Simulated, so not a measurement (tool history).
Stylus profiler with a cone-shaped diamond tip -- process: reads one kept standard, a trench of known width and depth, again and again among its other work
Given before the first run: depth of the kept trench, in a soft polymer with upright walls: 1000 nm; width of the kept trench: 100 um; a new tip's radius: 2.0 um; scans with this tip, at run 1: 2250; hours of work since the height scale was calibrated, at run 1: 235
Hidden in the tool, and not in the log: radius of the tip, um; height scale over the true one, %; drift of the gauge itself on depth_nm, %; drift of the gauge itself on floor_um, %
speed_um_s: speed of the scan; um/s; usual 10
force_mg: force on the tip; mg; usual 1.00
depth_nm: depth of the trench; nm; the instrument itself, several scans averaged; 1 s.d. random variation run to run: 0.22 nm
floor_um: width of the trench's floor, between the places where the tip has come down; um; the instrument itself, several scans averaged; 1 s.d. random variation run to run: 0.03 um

| run | hour | speed_um_s | force_mg | scans with this tip | hours of work since the height scale was calibrated | depth_nm | floor_um |
|---|---|---|---|---|---|---|---|
| 1 | 0.0 | 10 | 1.00 | 2250 | 235 | 1003.29 | 96.14 |
| 2 | 15.4 | 10 | 1.00 | 2340 | 244 | 1003.04 | 96.19 |
| 3 | 28.7 | 10 | 1.00 | 2417 | 252 | 1003.05 | 96.10 |
| 4 | 45.8 | 10 | 1.00 | 2518 | 263 | 1003.29 | 96.14 |
| 5 | 59.9 | 10 | 1.00 | 2600 | 271 | 1003.07 | 96.09 |
| 6 | 68.2 | 10 | 1.00 | 2648 | 276 | 1002.92 | 96.13 |
| 7 | 85.4 | 10 | 1.00 | 2749 | 287 | 1002.50 | 96.07 |
| 8 | 93.3 | 10 | 1.00 | 2795 | 292 | 1002.58 | 96.09 |
| 9 | 102.8 | 10 | 1.00 | 2850 | 298 | 1002.59 | 96.10 |
| 10 | 119.7 | 10 | 1.00 | 2949 | 308 | 1002.96 | 96.06 |
| 11 | 135.5 | 10 | 0.98 | 3041 | 317 | 1002.38 | 96.09 |
| 12 | 148.7 | 14 | 1.00 | 3118 | 326 | 1002.47 | 95.98 |
| 13 | 158.1 | 14 | 1.00 | 3173 | 331 | 1002.23 | 96.01 |
| 14 | 171.7 | 10 | 1.00 | 3253 | 340 | 1002.63 | 96.03 |
| 15 | 187.6 | 10 | 1.00 | 3345 | 349 | 1002.39 | 96.02 |
| 16 | 199.3 | 23 | 1.00 | 3413 | 356 | 1002.21 | 95.90 |
| 17 | 211.0 | 23 | 1.00 | 3482 | 364 | 1002.09 | 95.90 |
|  | 213.1 | height scale calibrated on a step standard |
| 18 | 230.3 | 10 | 0.36 | 3591 | 10 | 999.64 | 95.94 |
| 19 | 244.6 | 6 | 1.00 | 3675 | 19 | 1001.15 | 96.01 |
| 20 | 252.8 | 6 | 1.00 | 3723 | 24 | 1001.61 | 95.98 |
| 21 | 269.6 | 13 | 1.23 | 3821 | 34 | 1002.24 | 95.94 |
|  | 275.4 | height scale calibrated on a step standard, once more |
| 22 | 288.9 | 13 | 1.23 | 3931 | 8 | 1005.15 | 95.90 |
| 23 | 301.7 | 13 | 1.23 | 4006 | 16 | 1005.25 | 95.86 |
| 24 | 318.3 | 3 | 2.14 | 4102 | 26 | 1007.41 | 96.02 |
| 25 | 330.7 | 3 | 2.14 | 4174 | 34 | 1007.21 | 96.07 |
| 26 | 346.0 | 30 | 0.78 | 4264 | 43 | 1003.29 | 95.67 |
| 27 | 358.7 | 30 | 0.78 | 4338 | 51 | 1003.58 | 95.66 |
| 28 | 372.8 | 4 | 1.91 | 4420 | 59 | 1006.57 | 95.93 |
| 29 | 390.1 | 15 | 1.00 | 4521 | 70 | 1003.97 | 95.85 |
| 30 | 404.3 | 15 | 1.00 | 4604 | 79 | 1004.57 | 95.81 |
| 31 | 422.7 | 9 | 1.86 | 4711 | 90 | 1005.64 | 95.89 |
| 32 | 433.8 | 5 | 0.42 | 4776 | 97 | 1002.07 | 95.81 |
| 33 | 449.1 | 4 | 0.39 | 4866 | 106 | 1001.49 | 95.92 |
| 34 | 461.8 | 4 | 0.62 | 4940 | 114 | 1002.38 | 95.88 |
| 35 | 471.7 | 18 | 1.88 | 4998 | 120 | 1006.38 | 95.82 |

3 ways to go on from here, each from the tool as it stands after run 35. What would each give?
| A | 482.4 | 3 | 0.68 | 5060 | 126 | ? | ? |
| B | 482.4 | 11 | 1.62 | 5060 | 126 | ? | ? |
| C | 482.4 | 29 | 1.82 | 5060 | 126 | ? | ? |

| run | depth_nm | floor_um |
|---|---|---|
| A | 1002.31 | 95.84 |
| B | 1005.43 | 95.80 |
| C | 1005.85 | 95.70 |
Without the tool's unlogged condition, the same runs would have read:
| run | depth_nm | floor_um |
|---|---|---|
| A | 1002.92 | 96.48 |
| B | 1006.04 | 96.44 |
| C | 1006.47 | 96.33 |
